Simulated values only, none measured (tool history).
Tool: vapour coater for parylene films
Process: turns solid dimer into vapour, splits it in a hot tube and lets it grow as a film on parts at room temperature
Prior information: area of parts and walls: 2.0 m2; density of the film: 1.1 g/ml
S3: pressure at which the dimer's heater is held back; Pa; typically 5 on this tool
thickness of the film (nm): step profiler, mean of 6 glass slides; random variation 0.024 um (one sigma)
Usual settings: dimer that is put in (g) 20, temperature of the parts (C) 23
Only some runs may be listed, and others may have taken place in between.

Run 1, day 0: usual settings. Result: thickness of the film (nm) 4620.
Run 2, day 0.662: usual settings. Result: thickness of the film (nm) 4670.
Run 3, day 1.338: usual settings. Result: thickness of the film (nm) 4700.
Run 4, day 2.338: usual settings. Result: thickness of the film (nm) 4630.
Run 5, day 3.246: usual settings. Result: thickness of the film (nm) 4600.
Run 6, day 3.846: usual settings. Result: thickness of the film (nm) 4600.
Run 7, day 4.383: usual settings. Result: thickness of the film (nm) 4610.
Run 8, day 5.167: usual settings but dimer that is put in (g) 18. Result: thickness of the film (nm) 4160.
Run 9, day 6.183: usual settings but dimer that is put in (g) 16. Result: thickness of the film (nm) 3690.
Run 10, day 6.892: usual settings but dimer that is put in (g) 16. Result: thickness of the film (nm) 3720.
Run 11, day 7.671: usual settings but dimer that is put in (g) 16. Result: thickness of the film (nm) 3700.
Run 12, day 8.371: usual settings but dimer that is put in (g) 8. Result: thickness of the film (nm) 1830.
Run 13, day 8.921: usual settings. Result: thickness of the film (nm) 4610.
Run 14, day 9.508: usual settings. Result: thickness of the film (nm) 4610.
Run 15, day 10.35: usual settings but dimer that is put in (g) 9, temperature of the parts (C) 16, S3 2.13 Pa. Result: thickness of the film (nm) 3110.
Run 16, day 11.2: usual settings but dimer that is put in (g) 23, temperature of the parts (C) 16, S3 4.14 Pa. Result: thickness of the film (nm) 6750.
Run 17, day 12.133: usual settings but dimer that is put in (g) 23, temperature of the parts (C) 16, S3 4.14 Pa. Result: thickness of the film (nm) 6730.
Run 18, day 12.892: usual settings but dimer that is put in (g) 14, S3 3.33 Pa. Result: thickness of the film (nm) 3530.
Run 19, day 13.8: usual settings but dimer that is put in (g) 14, S3 3.33 Pa. Result: thickness of the film (nm) 3510.
Run 20, day 14.675: usual settings but dimer that is put in (g) 33, temperature of the parts (C) 30, S3 4.01 Pa. Result: thickness of the film (nm) 6580.
Run 21, day 15.546: usual settings but dimer that is put in (g) 25, temperature of the parts (C) 27, S3 4.19 Pa. Result: thickness of the film (nm) 5320.
Run 22, day 16.033: usual settings but dimer that is put in (g) 25, temperature of the parts (C) 27, S3 11.51 Pa. Result: thickness of the film (nm) 4130.
Run 23, day 17.079: usual settings but temperature of the parts (C) 33. Result: thickness of the film (nm) 3450.
Run 24, day 17.95: usual settings but temperature of the parts (C) 33. Result: thickness of the film (nm) 3420.
Run 25, day 18.638: usual settings but temperature of the parts (C) 22, S3 11.55 Pa. Result: thickness of the film (nm) 3840.

Alternative continuations, all from the tool just after run 25; predict every row:
Run A, day 19.188: usual settings but dimer that is put in (g) 10, temperature of the parts (C) 22, S3 11.55 Pa. Result: thickness of the film (nm) ?.
Run B, day 19.188: usual settings but dimer that is put in (g) 17, temperature of the parts (C) 25, S3 8.1 Pa. Result: thickness of the film (nm) ?.
Run C, day 19.188: usual settings but dimer that is put in (g) 31, temperature of the parts (C) 22, S3 8.12 Pa. Result: thickness of the film (nm) ?.
Run D, day 19.188: usual settings but temperature of the parts (C) 17. Result: thickness of the film (nm) ?.
Run E, day 19.188: usual settings but S3 2.25 Pa. Result: thickness of the film (nm) ?.

run  thickness of the film (nm)
  A                        1930
  B                        3250
  C                        6490
  D                        5420
  E                        5520
Had the tool no hidden state, the same runs would have come out as:
run  thickness of the film (nm)
  A                        1960
  B                        3300
  C                        6600
  D                        5510
  E                        5610
